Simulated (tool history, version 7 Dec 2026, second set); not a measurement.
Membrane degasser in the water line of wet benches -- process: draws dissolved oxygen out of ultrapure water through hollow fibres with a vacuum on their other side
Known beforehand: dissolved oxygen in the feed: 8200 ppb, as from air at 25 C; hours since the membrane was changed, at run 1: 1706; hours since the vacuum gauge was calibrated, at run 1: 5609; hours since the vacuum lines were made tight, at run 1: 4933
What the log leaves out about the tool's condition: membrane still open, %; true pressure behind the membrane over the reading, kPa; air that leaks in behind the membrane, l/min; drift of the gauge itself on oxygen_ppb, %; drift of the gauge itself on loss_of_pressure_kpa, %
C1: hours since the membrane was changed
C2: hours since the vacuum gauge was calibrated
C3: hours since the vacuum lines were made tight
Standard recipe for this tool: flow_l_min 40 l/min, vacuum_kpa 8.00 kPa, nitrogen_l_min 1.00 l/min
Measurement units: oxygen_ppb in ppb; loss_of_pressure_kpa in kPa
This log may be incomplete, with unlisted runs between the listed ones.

Run 1, hour 0.0: usual settings; C1 1706; C2 5609; C3 4933. Result: oxygen_ppb 630.7 ppb, loss_of_pressure_kpa 69.85 kPa.
Run 2, hour 83.8: usual settings; C1 1790; C2 5693; C3 5017. Result: oxygen_ppb 641.3 ppb, loss_of_pressure_kpa 69.37 kPa.
Run 3, hour 185.4: usual settings; C1 1892; C2 5794; C3 5118. Result: oxygen_ppb 640.9 ppb, loss_of_pressure_kpa 69.90 kPa.
Run 4, hour 281.4: usual settings; C1 1988; C2 5890; C3 5214. Result: oxygen_ppb 632.3 ppb, loss_of_pressure_kpa 69.42 kPa.
Run 5, hour 346.7: usual settings; C1 2053; C2 5955; C3 5279. Result: oxygen_ppb 634.2 ppb, loss_of_pressure_kpa 69.51 kPa.
Run 6, hour 404.5: usual settings but vacuum_kpa 6.83 kPa; C1 2111; C2 6013; C3 5337. Result: oxygen_ppb 547.4 ppb, loss_of_pressure_kpa 69.04 kPa.
Run 7, hour 499.7: usual settings but vacuum_kpa 19.90 kPa; C1 2206; C2 6108; C3 5432. Result: oxygen_ppb 1377.9 ppb, loss_of_pressure_kpa 69.17 kPa.
Run 8, hour 552.7: usual settings but flow_l_min 62 l/min; C1 2259; C2 6161; C3 5485. Result: oxygen_ppb 1021.0 ppb, loss_of_pressure_kpa 107.93 kPa.
Run 9, hour 609.7: usual settings but flow_l_min 62 l/min; C1 2316; C2 6218; C3 5542. Result: oxygen_ppb 1004.8 ppb, loss_of_pressure_kpa 107.53 kPa.
Run 10, hour 677.8: usual settings but flow_l_min 62 l/min; C1 2384; C2 6287; C3 5611. Result: oxygen_ppb 1035.1 ppb, loss_of_pressure_kpa 107.17 kPa.
Run 11, hour 745.5: usual settings but flow_l_min 62 l/min; C1 2452; C2 6354; C3 5678. Result: oxygen_ppb 1012.0 ppb, loss_of_pressure_kpa 107.64 kPa.
Run 12, hour 801.4: usual settings but flow_l_min 62 l/min; C1 2507; C2 6410; C3 5734. Result: oxygen_ppb 1028.0 ppb, loss_of_pressure_kpa 107.05 kPa.
Run 13, hour 901.5: usual settings but flow_l_min 62 l/min; C1 2608; C2 6510; C3 5834. Result: oxygen_ppb 1024.7 ppb, loss_of_pressure_kpa 106.86 kPa.
Run 14, hour 1021.3: usual settings but flow_l_min 62 l/min; C1 2727; C2 6630; C3 5954. Result: oxygen_ppb 1024.1 ppb, loss_of_pressure_kpa 107.00 kPa.
Run 15, hour 1111.0: usual settings but nitrogen_l_min 0.51 l/min; C1 2817; C2 6720; C3 6044. Result: oxygen_ppb 849.5 ppb, loss_of_pressure_kpa 68.83 kPa.
Run 16, hour 1180.8: usual settings but nitrogen_l_min 0.51 l/min; C1 2887; C2 6790; C3 6114. Result: oxygen_ppb 843.7 ppb, loss_of_pressure_kpa 68.98 kPa.
Run 17, hour 1262.2: usual settings but nitrogen_l_min 0.46 l/min; C1 2968; C2 6871; C3 6195. Result: oxygen_ppb 880.6 ppb, loss_of_pressure_kpa 68.99 kPa.
Run 18, hour 1365.2: usual settings but flow_l_min 50 l/min, vacuum_kpa 5.45 kPa, nitrogen_l_min 0.62 l/min; C1 3071; C2 6974; C3 6298. Result: oxygen_ppb 684.3 ppb, loss_of_pressure_kpa 86.46 kPa.
Run 19, hour 1449.3: usual settings but flow_l_min 50 l/min, vacuum_kpa 5.45 kPa, nitrogen_l_min 0.62 l/min; C1 3155; C2 7058; C3 6382. Result: oxygen_ppb 677.6 ppb, loss_of_pressure_kpa 85.34 kPa.
Run 20, hour 1541.2: usual settings but flow_l_min 32 l/min, vacuum_kpa 11.92 kPa, nitrogen_l_min 1.89 l/min; C1 3247; C2 7150; C3 6474. Result: oxygen_ppb 495.2 ppb, loss_of_pressure_kpa 55.06 kPa.
Run 21, hour 1656.5: usual settings but flow_l_min 32 l/min, vacuum_kpa 11.92 kPa, nitrogen_l_min 1.89 l/min; C1 3363; C2 7265; C3 6589. Result: oxygen_ppb 492.9 ppb, loss_of_pressure_kpa 54.75 kPa.
Run 22, hour 1754.7: usual settings but flow_l_min 62 l/min, vacuum_kpa 14.05 kPa; C1 3461; C2 7363; C3 6687. Result: oxygen_ppb 1520.3 ppb, loss_of_pressure_kpa 106.09 kPa.
Run 23, hour 1847.9: usual settings but flow_l_min 46 l/min, vacuum_kpa 7.75 kPa, nitrogen_l_min 1.10 l/min; C1 3554; C2 7457; C3 6781. Result: oxygen_ppb 696.5 ppb, loss_of_pressure_kpa 79.03 kPa.
Run 24, hour 1973.4: usual settings but flow_l_min 51 l/min, vacuum_kpa 6.43 kPa, nitrogen_l_min 0.47 l/min; C1 3680; C2 7582; C3 6906. Result: oxygen_ppb 891.2 ppb, loss_of_pressure_kpa 87.38 kPa.
Run 25, hour 2034.5: usual settings but flow_l_min 41 l/min, vacuum_kpa 5.04 kPa, nitrogen_l_min 0.93 l/min; C1 3741; C2 7643; C3 6967. Result: oxygen_ppb 436.6 ppb, loss_of_pressure_kpa 70.25 kPa.
Run 26, hour 2127.3: usual settings but flow_l_min 41 l/min, vacuum_kpa 5.04 kPa, nitrogen_l_min 0.93 l/min; C1 3833; C2 7736; C3 7060. Result: oxygen_ppb 447.3 ppb, loss_of_pressure_kpa 70.97 kPa.
At hour 2186.8: vacuum gauge calibrated.
Run 27, hour 2234.7: usual settings but flow_l_min 29 l/min, vacuum_kpa 10.58 kPa, nitrogen_l_min 0.72 l/min; C1 3940; C2 48; C3 7167. Result: oxygen_ppb 702.2 ppb, loss_of_pressure_kpa 49.27 kPa.
Run 28, hour 2345.8: usual settings but flow_l_min 30 l/min, vacuum_kpa 10.58 kPa, nitrogen_l_min 2.96 l/min; C1 4051; C2 159; C3 7278. Result: oxygen_ppb 333.6 ppb, loss_of_pressure_kpa 51.07 kPa.
Run 29, hour 2443.7: usual settings but flow_l_min 57 l/min, vacuum_kpa 13.29 kPa, nitrogen_l_min 1.52 l/min; C1 4149; C2 257; C3 7376. Result: oxygen_ppb 1158.5 ppb, loss_of_pressure_kpa 96.69 kPa.
Run 30, hour 2516.4: usual settings but vacuum_kpa 13.87 kPa, nitrogen_l_min 1.90 l/min; C1 4222; C2 330; C3 7449. Result: oxygen_ppb 727.2 ppb, loss_of_pressure_kpa 68.09 kPa.
Run 31, hour 2620.9: usual settings but vacuum_kpa 13.87 kPa, nitrogen_l_min 1.90 l/min; C1 4327; C2 434; C3 7553. Result: oxygen_ppb 734.8 ppb, loss_of_pressure_kpa 68.19 kPa.

Table of differences, measured result less the result of that run with no hidden state. Run-to-run variation is the same in both. Gauge scatter possibly is not:
run  loss_of_pressure_kpa
  1                 +0.01
  2                 -0.05
  3                 -0.11
  4                 -0.16
  5                 -0.20
  6                 -0.24
  7                 -0.30
  8                 -0.52
  9                 -0.57
 10                 -0.63
 11                 -0.70
 12                 -0.75
 13                 -0.85
 14                 -0.96
 15                 -0.68
 16                 -0.71
 17                 -0.77
 18                 -1.04
 19                 -1.10
 20                 -0.75
 21                 -0.81
 22                 -1.65
 23                 -1.30
 24                 -1.54
 25                 -1.27
 26                 -1.34
 27                 -0.99
 28                 -1.07
 29                 -2.12
 30                 -1.54
 31                 -1.60
For oxygen_ppb, the value without the hidden state is never more than 1.0 ppb from the measured value.

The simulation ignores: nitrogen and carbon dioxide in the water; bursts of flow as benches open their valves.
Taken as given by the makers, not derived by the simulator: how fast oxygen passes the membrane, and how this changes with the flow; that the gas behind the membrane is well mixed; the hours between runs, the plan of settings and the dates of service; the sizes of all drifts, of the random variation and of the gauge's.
